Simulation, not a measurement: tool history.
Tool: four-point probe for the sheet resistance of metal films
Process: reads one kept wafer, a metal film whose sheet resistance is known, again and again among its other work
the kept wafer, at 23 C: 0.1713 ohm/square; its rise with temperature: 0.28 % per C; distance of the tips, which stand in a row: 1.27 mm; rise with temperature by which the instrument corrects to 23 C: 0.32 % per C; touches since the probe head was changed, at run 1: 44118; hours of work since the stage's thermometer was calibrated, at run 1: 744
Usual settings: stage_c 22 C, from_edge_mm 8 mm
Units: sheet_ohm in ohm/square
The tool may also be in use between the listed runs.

run	hour	stage_c	from_edge_mm	touches since the probe head was changed	hours of work since the stage's thermometer was calibrated	sheet_ohm
1	0.0	22	8	44118	744	0.173695
2	34.1	22	8	45601	769	0.173660
3	92.1	22	8	48124	811	0.173624
4	150.5	22	8	50665	854	0.173746
5	198.9	22	30	52772	889	0.171561
6	232.2	22	30	54222	914	0.171576
7	261.5	26	8	55494	935	0.173419
8	293.7	26	8	56897	959	0.173456
9	340.1	26	8	58914	993	0.173410

Forecast run 10:
10	398.3	24	8	61449	1036	?

{"run 10": {"sheet_ohm": 0.173628}}
Without the tool's hidden state the same run would have given sheet_ohm 0.173616 ohm/square.

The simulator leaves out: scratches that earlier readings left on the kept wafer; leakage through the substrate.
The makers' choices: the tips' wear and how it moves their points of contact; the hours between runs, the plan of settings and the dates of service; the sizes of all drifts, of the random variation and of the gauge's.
